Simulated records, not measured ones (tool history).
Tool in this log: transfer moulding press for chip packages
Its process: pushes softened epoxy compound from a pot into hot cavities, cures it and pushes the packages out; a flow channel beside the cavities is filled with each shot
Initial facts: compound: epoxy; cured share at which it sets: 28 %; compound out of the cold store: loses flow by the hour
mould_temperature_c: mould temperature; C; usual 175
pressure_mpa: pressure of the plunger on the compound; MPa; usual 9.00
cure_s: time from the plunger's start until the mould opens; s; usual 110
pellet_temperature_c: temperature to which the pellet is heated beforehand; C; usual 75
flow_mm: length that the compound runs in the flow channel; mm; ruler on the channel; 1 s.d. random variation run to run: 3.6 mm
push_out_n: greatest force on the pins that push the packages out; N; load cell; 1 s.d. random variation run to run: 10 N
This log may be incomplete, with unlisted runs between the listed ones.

| run | hour | mould_temperature_c | pressure_mpa | cure_s | pellet_temperature_c | incoming compound's hours out of the cold store | flow_mm | push_out_n |
|---|---|---|---|---|---|---|---|---|
| 1 | 0.0 | 175 | 9.00 | 110 | 75 | 42.0 | 494 | 460 |
| 2 | 22.1 | 175 | 9.00 | 110 | 75 | 44.7 | 490 | 452 |
|  | 30.6 | plunger's sealing rings changed |
| 3 | 41.4 | 175 | 9.00 | 95 | 75 | 32.0 | 531 | 505 |
| 4 | 63.7 | 175 | 7.24 | 110 | 75 | 34.1 | 474 | 461 |
|  | 72.8 | cavities cleaned with cleaning compound and waxed |
| 5 | 88.9 | 175 | 7.24 | 110 | 75 | 34.9 | 467 | 455 |
| 6 | 116.2 | 175 | 7.24 | 110 | 75 | 30.4 | 483 | 462 |
| 7 | 149.6 | 175 | 7.24 | 110 | 75 | 29.1 | 484 | 467 |
|  | 164.3 | cavities cleaned with cleaning compound and waxed |
| 8 | 170.3 | 175 | 7.24 | 114 | 75 | 18.8 | 523 | 440 |
| 9 | 202.0 | 175 | 9.00 | 110 | 75 | 11.1 | 610 | 479 |
| 10 | 219.0 | 175 | 9.00 | 110 | 75 | 35.4 | 520 | 476 |
| 11 | 237.5 | 175 | 6.97 | 110 | 75 | 18.3 | 510 | 476 |
|  | 255.1 | cavities cleaned with cleaning compound and waxed |
| 12 | 263.8 | 175 | 6.97 | 110 | 75 | 24.4 | 494 | 467 |
| 13 | 280.9 | 175 | 6.97 | 110 | 75 | 27.6 | 480 | 489 |
| 14 | 307.5 | 175 | 9.00 | 101 | 75 | 46.9 | 473 | 488 |
| 15 | 332.4 | 175 | 9.00 | 92 | 75 | 43.9 | 490 | 529 |
|  | 344.7 | cavities cleaned with cleaning compound and waxed |
| 16 | 359.0 | 175 | 7.41 | 92 | 77 | 23.9 | 505 | 541 |
| 17 | 377.1 | 175 | 7.41 | 92 | 77 | 28.1 | 490 | 525 |
| 18 | 399.6 | 175 | 9.56 | 110 | 66 | 35.9 | 536 | 468 |
| 19 | 427.8 | 179 | 8.12 | 110 | 69 | 24.7 | 519 | 468 |
|  | 434.4 | cavities cleaned with cleaning compound and waxed |
| 20 | 455.9 | 168 | 9.00 | 146 | 69 | 38.6 | 528 | 462 |
|  | 460.5 | plunger's sealing rings changed |
| 21 | 491.0 | 168 | 9.00 | 146 | 69 | 30.1 | 559 | 473 |
| 22 | 523.2 | 168 | 9.00 | 146 | 69 | 11.7 | 641 | 460 |
|  | 527.3 | cavities cleaned with cleaning compound and waxed |
| 23 | 551.2 | 176 | 6.81 | 149 | 74 | 39.0 | 442 | 443 |
| 24 | 566.5 | 176 | 9.51 | 147 | 75 | 36.0 | 526 | 434 |
|  | 591.6 | mould's thermocouples calibrated |
| 25 | 602.1 | 176 | 9.51 | 147 | 75 | 14.9 | 615 | 445 |
|  | 619.5 | cavities cleaned with cleaning compound and waxed |
| 26 | 634.0 | 176 | 10.50 | 111 | 75 | 34.9 | 563 | 455 |
| 27 | 648.8 | 176 | 10.50 | 111 | 75 | 16.5 | 634 | 462 |
| 28 | 663.9 | 183 | 8.20 | 96 | 80 | 15.0 | 537 | 448 |
| 29 | 684.1 | 175 | 8.22 | 141 | 73 | 20.2 | 549 | 435 |

Below are 3 alternative next runs, each starting from the tool's condition after run 29. Predict each:
| A | 706.4 | 170 | 9.89 | 124 | 75 | 30.8 | ? | ? |
| B | 706.4 | 179 | 8.22 | 141 | 73 | 28.3 | ? | ? |
| C | 706.4 | 175 | 9.00 | 150 | 75 | 42.8 | ? | ? |

| run | flow_mm | push_out_n |
|---|---|---|
| A | 583 | 490 |
| B | 508 | 452 |
| C | 494 | 435 |
Had the tool no hidden state, the same runs would have come out as:
| run | flow_mm | push_out_n |
|---|---|---|
| A | 583 | 482 |
| B | 508 | 445 |
| C | 494 | 428 |
